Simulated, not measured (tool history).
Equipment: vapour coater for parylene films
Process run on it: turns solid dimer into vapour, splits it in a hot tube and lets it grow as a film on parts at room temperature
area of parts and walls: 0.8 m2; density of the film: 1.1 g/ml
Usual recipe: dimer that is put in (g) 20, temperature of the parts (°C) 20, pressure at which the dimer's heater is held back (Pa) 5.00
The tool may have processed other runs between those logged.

run   hour  dimer that is put in (g)  temperature of the parts (°C)  pressure at which the dimer's heater is held back (Pa)  thickness of the film (nm)
  1    0.0                        20                             20                                                    5.00                       15530
  2   16.6                        20                             20                                                    5.00                       15620
  3   37.8                        20                             20                                                    5.00                       15570
  4   55.2                        20                             20                                                    5.00                       15320
  5   73.7                        20                             20                                                    5.00                       15430
  6   93.1                        20                             20                                                    3.81                       16100
  7  113.0                        20                             20                                                    3.81                       16040
  8  130.3                        10                             20                                                    5.00                        7600
  9  154.3                        10                             20                                                    5.00                        7600
 10  164.5                        20                             20                                                    5.00                       14960
 11  179.4                        20                             20                                                    5.00                       15120
 12  201.5                        20                             20                                                    5.00                       15090
 13  212.7                        20                             20                                                    5.00                       15010
 14  227.3                        35                             23                                                    2.05                       28300
 15  251.9                        29                             16                                                    3.86                       24790
 16  275.7                         8                             29                                                   10.33                        4140
 17  299.0                        20                             20                                                    3.37                       15730
 18  311.0                        13                             16                                                    3.35                       11420
 19  321.7                        13                             16                                                    3.35                       11090
 20  342.3                        23                             30                                                    3.68                       13960
 21  360.9                        23                             30                                                    3.68                       13750
 22  385.2                        12                             20                                                    5.00                        8650

What does the tool deliver on the next run?
     403.4  -- trap's valve overhauled
 23  411.3                        25                             20                                                    8.83                           ?

Run 23 yielded thickness of the film (nm) 18040.
The same run, on a tool lacking any hidden state, would have yielded thickness of the film (nm) 17620.
